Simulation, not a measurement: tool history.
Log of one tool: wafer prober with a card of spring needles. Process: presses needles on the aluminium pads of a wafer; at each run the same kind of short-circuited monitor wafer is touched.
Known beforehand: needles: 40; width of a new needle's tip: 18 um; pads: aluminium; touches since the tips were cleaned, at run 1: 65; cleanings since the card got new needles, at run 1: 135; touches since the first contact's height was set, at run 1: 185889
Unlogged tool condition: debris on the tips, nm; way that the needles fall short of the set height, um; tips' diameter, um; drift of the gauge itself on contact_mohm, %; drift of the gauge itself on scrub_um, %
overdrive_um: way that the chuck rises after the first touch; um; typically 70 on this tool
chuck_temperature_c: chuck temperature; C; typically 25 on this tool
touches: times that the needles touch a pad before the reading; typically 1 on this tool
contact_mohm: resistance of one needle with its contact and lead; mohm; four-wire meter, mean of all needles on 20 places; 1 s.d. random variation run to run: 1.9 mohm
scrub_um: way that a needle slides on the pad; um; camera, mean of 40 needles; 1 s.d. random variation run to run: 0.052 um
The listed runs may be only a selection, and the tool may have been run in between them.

run   hour  overdrive_um  chuck_temperature_c  touches  touches since the tips were cleaned  cleanings since the card got new needles  touches since the first contact's height was set  contact_mohm  scrub_um
  1    0.0            70                   25        1                                   65                                       135                                            185889           268     16.71
       7.4  -- tips cleaned on abrasive film
      14.7  -- tips cleaned on abrasive film
  2   14.7            70                   25        2                                    0                                       137                                            191899           267     16.63
      22.3  -- tips cleaned on abrasive film
      24.1  -- height of the first contact set anew
      29.5  -- tips cleaned on abrasive film
  3   34.6            60                   25        1                                 2121                                       139                                              4299           293     13.97
      36.2  -- tips cleaned on abrasive film
      43.0  -- tips cleaned on abrasive film
      50.4  -- tips cleaned on abrasive film
  4   52.1            60                   25        1                                  695                                       142                                             11468           279     13.97
      57.9  -- tips cleaned on abrasive film
      65.1  -- tips cleaned on abrasive film
  5   70.0            70                   25        1                                 2024                                       144                                             18813           283     16.45
      71.5  -- tips cleaned on abrasive film
      78.7  -- tips cleaned on abrasive film
      81.6  -- height of the first contact set anew, once more
      85.9  -- tips cleaned on abrasive film
      92.5  -- tips cleaned on abrasive film
  6   93.6            70                   96        1                                  439                                       148                                              4897           292     17.65
      99.2  -- tips cleaned on abrasive film
     107.0  -- tips cleaned on abrasive film
  7  108.2            70                   59        1                                  503                                       150                                             10897           281     17.55
     114.0  -- tips cleaned on abrasive film
     121.4  -- tips cleaned on abrasive film
     128.5  -- tips cleaned on abrasive film
  8  128.5            70                   59        1                                   27                                       153                                             19229           275     17.48
     135.7  -- tips cleaned on abrasive film
     143.2  -- tips cleaned on abrasive film
     149.5  -- tips cleaned on abrasive film
  9  153.1            70                   75        1                                 1513                                       156                                             29325           290     17.47
     156.3  -- tips cleaned on abrasive film
     164.2  -- tips cleaned on abrasive film
 10  168.9            70                   25        1                                 1948                                       158                                             35789           281     17.45
     170.5  -- tips cleaned on abrasive film
     178.1  -- tips cleaned on abrasive film
     185.2  -- tips cleaned on abrasive film
 11  189.8            70                   25        1                                 1873                                       161                                             44339           286     17.39
     193.0  -- tips cleaned on abrasive film
     200.6  -- tips cleaned on abrasive film
     207.6  -- tips cleaned on abrasive film
     214.9  -- tips cleaned on abrasive film
 12  214.9            70                   25        3                                    0                                       165                                             54633           267     17.29
     222.3  -- tips cleaned on abrasive film
     229.9  -- tips cleaned on abrasive film
     237.2  -- tips cleaned on abrasive film
 13  239.6            70                   25        2                                 1013                                       168                                             64767           272     17.27
     244.4  -- tips cleaned on abrasive film
     250.7  -- tips cleaned on abrasive film
     257.7  -- tips cleaned on abrasive film
 14  259.7            70                   25        2                                  849                                       171                                             73012           272     17.28
     264.8  -- tips cleaned on abrasive film
     271.3  -- tips cleaned on abrasive film
     277.6  -- tips cleaned on abrasive film
 15  280.1            59                   90        3                                 1034                                       174                                             81338           289     14.46
     284.8  -- tips cleaned on abrasive film
     296.8  -- card fitted with new needles
     303.8  -- tips cleaned on abrasive film
 16  306.2            59                   90        3                                 1000                                         1                                              3839           288     14.79
     310.9  -- tips cleaned on abrasive film
     318.1  -- tips cleaned on abrasive film
     325.5  -- tips cleaned on abrasive film
 17  327.2            72                  104        2                                  724                                         4                                             12453           287     17.93
     333.3  -- tips cleaned on abrasive film
     340.8  -- tips cleaned on abrasive film
 18  346.1            72                   41        3                                 2202                                         6                                             20220           271     17.93
     347.4  -- tips cleaned on abrasive film
     355.0  -- tips cleaned on abrasive film
     362.7  -- tips cleaned on abrasive film
     369.0  -- tips cleaned on abrasive film
 19  370.2            71                   71        2                                  466                                        10                                             30058           283     17.67
     376.0  -- tips cleaned on abrasive film
     382.3  -- tips cleaned on abrasive film
 20  388.5            70                   77        2                                 2565                                        12                                             37601           288     17.39
     390.0  -- tips cleaned on abrasive film
     397.2  -- tips cleaned on abrasive film
     404.5  -- tips cleaned on abrasive film
 21  405.2            51                   61        3                                  307                                        15                                             44428           283     12.58
     411.1  -- tips cleaned on abrasive film
     417.4  -- tips cleaned on abrasive film
 22  420.3            51                   61        3                                 1179                                        17                                             50586           283     12.59
     424.6  -- tips cleaned on abrasive film
     431.9  -- tips cleaned on abrasive film
     439.5  -- tips cleaned on abrasive film
 23  439.9            68                   30        1                                  162                                        20                                             58633           270     16.76
     446.1  -- tips cleaned on abrasive film
     453.4  -- tips cleaned on abrasive film
     460.8  -- tips cleaned on abrasive film
 24  464.0            65                  103        1                                 1305                                        23                                             68508           299     15.98
     467.2  -- tips cleaned on abrasive film
     474.3  -- tips cleaned on abrasive film
 25  475.7            65                  103        1                                  600                                        25                                             73303           292     15.97
     481.2  -- tips cleaned on abrasive film
     488.7  -- tips cleaned on abrasive film
     496.4  -- tips cleaned on abrasive film
 26  500.0            70                  122        1                                 1467                                        28                                             83255           302     17.16

Measured result minus the same run's result without the hidden state. Both carry the same run-to-run variation, though not necessarily the same gauge scatter:
run  contact_mohm  scrub_um
  1            +4     -0.85
  2            +3     -0.87
  3           +28     -1.02
  4           +15     -1.06
  5           +20     -1.08
  6            +6     -0.02
  7            +7     -0.04
  8            +3     -0.09
  9           +13     -0.13
 10           +19     -0.15
 11           +18     -0.19
 12            +3     -0.24
 13            +9     -0.27
 14            +7     -0.32
 15            +7     -0.35
 16            +4     -0.02
 17            +3     -0.06
 18            +5     -0.08
 19            +3     -0.14
 20           +11     -0.17
 21            +3     -0.21
 22            +6     -0.23
 23            +3     -0.26
 24           +11     -0.30
 25            +6     -0.33
 26           +11     -0.36

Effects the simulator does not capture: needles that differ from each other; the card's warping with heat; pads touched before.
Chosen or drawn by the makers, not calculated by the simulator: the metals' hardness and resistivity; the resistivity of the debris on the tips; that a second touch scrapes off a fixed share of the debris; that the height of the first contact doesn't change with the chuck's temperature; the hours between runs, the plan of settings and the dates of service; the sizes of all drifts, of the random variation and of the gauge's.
